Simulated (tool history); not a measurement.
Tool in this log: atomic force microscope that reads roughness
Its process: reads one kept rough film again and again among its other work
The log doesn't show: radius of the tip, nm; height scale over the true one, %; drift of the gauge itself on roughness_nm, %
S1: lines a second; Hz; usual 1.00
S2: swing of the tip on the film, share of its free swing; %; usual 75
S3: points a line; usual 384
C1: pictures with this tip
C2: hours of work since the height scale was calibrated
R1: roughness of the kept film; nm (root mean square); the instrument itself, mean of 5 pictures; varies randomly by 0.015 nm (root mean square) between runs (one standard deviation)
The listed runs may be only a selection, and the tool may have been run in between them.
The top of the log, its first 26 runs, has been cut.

{"run": 27, "hour": 467.8, "S1": 0.75, "S2": 81, "S3": 491, "C1": 209, "C2": 24, "R1": 3.204}
{"hour": 470.6, "done": "new tip fitted"}
{"run": 28, "hour": 489.5, "S1": 1.0, "S2": 75, "S3": 773, "C1": 40, "C2": 38, "R1": 3.488}
{"hour": 495.1, "done": "height scale calibrated on a step standard, once more"}
{"run": 29, "hour": 513.2, "S1": 1.0, "S2": 75, "S3": 773, "C1": 89, "C2": 12, "R1": 3.346}
{"run": 30, "hour": 530.4, "S1": 1.0, "S2": 75, "S3": 773, "C1": 126, "C2": 23, "R1": 3.293}
{"run": 31, "hour": 550.4, "S1": 3.12, "S2": 57, "S3": 766, "C1": 168, "C2": 36, "R1": 3.238}
{"run": 32, "hour": 569.9, "S1": 3.12, "S2": 57, "S3": 766, "C1": 210, "C2": 49, "R1": 3.155}
{"hour": 572.2, "done": "new tip fitted"}
{"run": 33, "hour": 594.5, "S1": 1.14, "S2": 78, "S3": 882, "C1": 48, "C2": 64, "R1": 3.363}
{"run": 34, "hour": 605.7, "S1": 1.14, "S2": 78, "S3": 882, "C1": 72, "C2": 72, "R1": 3.295}
{"run": 35, "hour": 619.7, "S1": 1.62, "S2": 75, "S3": 384, "C1": 102, "C2": 81, "R1": 3.206}
{"run": 36, "hour": 630.2, "S1": 1.36, "S2": 81, "S3": 338, "C1": 124, "C2": 88, "R1": 3.091}
{"run": 37, "hour": 645.4, "S1": 1.36, "S2": 81, "S3": 338, "C1": 156, "C2": 97, "R1": 3.048}
{"run": 38, "hour": 657.6, "S1": 1.36, "S2": 81, "S3": 338, "C1": 182, "C2": 105, "R1": 2.988}
{"hour": 672.1, "done": "new tip fitted"}
{"run": 39, "hour": 681.1, "S1": 1.36, "S2": 81, "S3": 338, "C1": 20, "C2": 120, "R1": 3.269}
{"run": 40, "hour": 694.8, "S1": 0.62, "S2": 74, "S3": 259, "C1": 49, "C2": 129, "R1": 3.525}
{"run": 41, "hour": 715.5, "S1": 2.86, "S2": 75, "S3": 995, "C1": 93, "C2": 143, "R1": 2.943}
{"run": 42, "hour": 735.3, "S1": 1.0, "S2": 62, "S3": 370, "C1": 135, "C2": 156, "R1": 3.432}
{"run": 43, "hour": 757.7, "S1": 3.1, "S2": 62, "S3": 542, "C1": 183, "C2": 170, "R1": 3.11}
{"hour": 772.9, "done": "new tip fitted"}
{"run": 44, "hour": 780.4, "S1": 2.69, "S2": 62, "S3": 542, "C1": 16, "C2": 185, "R1": 3.412}
{"run": 45, "hour": 801.9, "S1": 2.95, "S2": 63, "S3": 386, "C1": 62, "C2": 199, "R1": 3.289}
{"run": 46, "hour": 821.6, "S1": 2.95, "S2": 63, "S3": 386, "C1": 104, "C2": 211, "R1": 3.228}
{"run": 47, "hour": 837.1, "S1": 2.3, "S2": 81, "S3": 417, "C1": 137, "C2": 222, "R1": 2.813}

Branching from run 47: 4 alternative next runs. What would each branch give?
{"run": "A", "hour": 856.0, "S1": 3.17, "S2": 84, "S3": 417, "C1": 177, "C2": 234, "R1": "?"}
{"run": "B", "hour": 856.0, "S1": 1.0, "S2": 60, "S3": 384, "C1": 177, "C2": 234, "R1": "?"}
{"run": "C", "hour": 856.0, "S1": 3.98, "S2": 64, "S3": 426, "C1": 177, "C2": 234, "R1": "?"}
{"run": "D", "hour": 856.0, "S1": 1.96, "S2": 75, "S3": 384, "C1": 177, "C2": 234, "R1": "?"}

run=A R1=2.472
run=B R1=3.378
run=C R1=2.960
run=D R1=3.006
Without the tool's unlogged condition, the same runs would have read:
run=A R1=2.696
run=B R1=3.684
run=C R1=3.228
run=D R1=3.279

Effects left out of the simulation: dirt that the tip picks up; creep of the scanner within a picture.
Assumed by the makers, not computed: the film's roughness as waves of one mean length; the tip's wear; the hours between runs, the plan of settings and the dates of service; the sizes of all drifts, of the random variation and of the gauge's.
